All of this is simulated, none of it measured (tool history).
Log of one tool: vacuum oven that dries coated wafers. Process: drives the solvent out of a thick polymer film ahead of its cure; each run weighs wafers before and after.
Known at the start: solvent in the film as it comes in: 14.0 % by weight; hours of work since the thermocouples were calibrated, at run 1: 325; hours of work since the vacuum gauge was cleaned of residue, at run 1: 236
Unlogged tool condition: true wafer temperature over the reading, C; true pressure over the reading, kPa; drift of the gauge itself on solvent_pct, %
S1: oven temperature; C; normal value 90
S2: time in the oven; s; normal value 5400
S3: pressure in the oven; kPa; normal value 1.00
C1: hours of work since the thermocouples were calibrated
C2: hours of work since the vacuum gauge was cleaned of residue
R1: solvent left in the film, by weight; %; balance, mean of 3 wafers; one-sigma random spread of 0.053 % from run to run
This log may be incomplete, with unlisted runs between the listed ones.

run,hour,S1,S2,S3,C1,C2,R1
1,0.0,90,5400,1.00,325,236,1.85
2,77.7,90,5400,1.00,368,279,1.88
3,170.9,90,6780,1.00,419,331,1.72
4,260.5,90,6780,1.00,469,380,1.68
5,336.5,90,5400,1.00,511,422,2.01
6,408.1,92,5400,1.32,550,461,2.17
7,498.2,87,5340,2.95,600,511,5.25
8,564.9,87,5340,2.95,637,548,5.32
9,650.5,90,3120,0.53,684,595,2.88
10,727.3,90,3300,0.53,726,637,2.77

Predict each of these 5 candidate next runs independently; none follows another, all start after run 10:
A,800.2,90,3420,3.20,766,677,?
B,800.2,81,6180,0.53,766,677,?
C,800.2,90,8400,0.57,766,677,?
D,800.2,90,2940,0.53,766,677,?
E,800.2,90,6180,0.89,766,677,?

run,R1
A,5.79
B,2.79
C,1.29
D,3.04
E,1.90
With the hidden condition removed and each run's random variation left untouched, the same runs would have given:
run,R1
A,5.04
B,1.98
C,0.77
D,2.38
E,1.33
